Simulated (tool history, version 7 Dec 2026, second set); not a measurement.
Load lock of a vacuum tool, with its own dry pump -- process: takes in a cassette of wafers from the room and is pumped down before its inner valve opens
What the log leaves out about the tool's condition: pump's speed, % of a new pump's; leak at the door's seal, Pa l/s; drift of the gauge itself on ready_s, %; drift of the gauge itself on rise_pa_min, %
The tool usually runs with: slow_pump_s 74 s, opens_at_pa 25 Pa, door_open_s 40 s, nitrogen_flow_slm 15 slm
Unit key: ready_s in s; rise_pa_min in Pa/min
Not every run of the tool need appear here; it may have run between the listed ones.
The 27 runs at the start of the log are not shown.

run	hour	slow_pump_s	opens_at_pa	door_open_s	nitrogen_flow_slm	hours that the pump has run since its overhaul	times that the door has closed on its seal	incoming humidity of the room's air, %	ready_s	rise_pa_min
28	8093.8	74	38	40	15	15211	27615	46.9	121.8	0.277
29	8400.6	74	40	40	34	15518	28840	44.2	121.5	0.282
30	8729.4	61	33	83	16	15847	30153	46.0	113.9	0.330
31	8996.1	61	33	83	16	16113	31217	44.5	113.2	0.345
32	9331.8	115	25	40	15	16449	32558	43.6	159.0	0.361
33	9536.6	115	25	40	15	16654	33375	44.3	157.1	0.372
34	9827.2	116	25	40	15	16945	34535	43.1	159.9	0.381
35	10120.5	74	44	40	13	17238	35706	47.2	121.5	0.424
36	10484.2	74	44	40	8	17602	37158	45.6	121.4	0.438

Below are 4 alternative next runs, each starting from the tool's condition after run 36. Predict each:
A	10883.2	74	32	40	15	18001	38751	42.8	?	?
B	10883.2	49	44	40	27	18001	38751	42.2	?	?
C	10883.2	43	44	40	8	18001	38751	47.1	?	?
D	10883.2	110	44	60	24	18001	38751	44.2	?	?

run	ready_s	rise_pa_min
A	123.1	0.470
B	102.1	0.459
C	97.5	0.483
D	151.0	0.458
Without the tool's unlogged condition, the same runs would have read:
run	ready_s	rise_pa_min
A	117.3	0.024
B	96.1	0.014
C	91.3	0.030
D	146.2	0.022

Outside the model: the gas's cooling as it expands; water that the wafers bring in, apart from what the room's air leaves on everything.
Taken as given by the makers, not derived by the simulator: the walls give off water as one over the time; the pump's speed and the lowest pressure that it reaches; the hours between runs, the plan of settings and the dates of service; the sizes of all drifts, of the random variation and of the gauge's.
